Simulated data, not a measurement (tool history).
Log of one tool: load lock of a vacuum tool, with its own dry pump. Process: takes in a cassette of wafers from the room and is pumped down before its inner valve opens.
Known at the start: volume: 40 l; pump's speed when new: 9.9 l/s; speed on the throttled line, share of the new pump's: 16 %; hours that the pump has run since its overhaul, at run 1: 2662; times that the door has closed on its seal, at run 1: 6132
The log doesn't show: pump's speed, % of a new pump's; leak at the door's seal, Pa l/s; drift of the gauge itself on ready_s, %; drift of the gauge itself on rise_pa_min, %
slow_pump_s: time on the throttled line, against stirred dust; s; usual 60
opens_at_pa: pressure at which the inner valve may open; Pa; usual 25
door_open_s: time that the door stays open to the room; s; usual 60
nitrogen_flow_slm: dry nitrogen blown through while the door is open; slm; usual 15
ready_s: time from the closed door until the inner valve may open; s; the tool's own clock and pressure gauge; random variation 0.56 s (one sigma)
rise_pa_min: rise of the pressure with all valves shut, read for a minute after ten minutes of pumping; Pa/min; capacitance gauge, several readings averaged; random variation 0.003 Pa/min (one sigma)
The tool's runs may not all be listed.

run,hour,slow_pump_s,opens_at_pa,door_open_s,nitrogen_flow_slm,hours that the pump has run since its overhaul,times that the door has closed on its seal,"incoming humidity of the room's air, %",ready_s,rise_pa_min
1,0,60,25,60,15,2662,6132,44.8,84.1,0.074
2,187,60,25,60,15,2849,6691,49.5,85.2,0.086
3,436.4,60,25,60,15,3098,7437,41.3,84.9,0.086
4,689.2,60,25,60,15,3351,8192,46.2,84.2,0.104
5,924.8,60,25,60,15,3587,8896,45.3,84.7,0.117
6,1267.7,100,25,60,15,3930,9921,48.8,118.2,0.128
7,1617.5,60,19,60,15,4280,10967,42.7,85.9,0.144
8,1849.8,60,25,60,15,4512,11661,47.4,83.9,0.161
9,2224.5,60,25,60,15,4887,12781,44.3,84.7,0.185
10,2629.1,40,25,51,15,5291,13990,44.3,69.2,0.203
11,3020.4,40,25,51,15,5682,15160,44.2,67.5,0.224
12,3326.2,40,20,51,15,5988,16074,47.8,68.7,0.251
13,3639.8,40,20,115,4,6302,17011,45.2,68.9,0.299
14,3998.1,40,20,115,4,6660,18082,43.5,69.1,0.32
15,4253.5,60,45,60,36,6916,18845,40,82.4,0.3
16,4564.7,68,25,60,15,7227,19775,44.5,91.1,0.339
17,4864.6,68,26,60,15,7527,20671,46.8,90.8,0.357
# hour 4901.8: door's seal changed, seat wiped
18,5128.1,60,25,86,9,7789,677,47.2,85.1,0.05

Some steps in ready_s between neighbouring runs. How much of each would the tool show without its hidden state too (settings, what came in, random variation), and how much is left for the hidden state, with any gauge scatter that isn't in both results?
Run 5 -> 6: slow_pump_s 60 -> 100. ready_s +33.5 s: hidden state -0.1, all else +33.6.
Run 6 -> 7: slow_pump_s 100 -> 60, opens_at_pa 25 -> 19. ready_s -32.3 s: hidden state +0.2, all else -32.5.
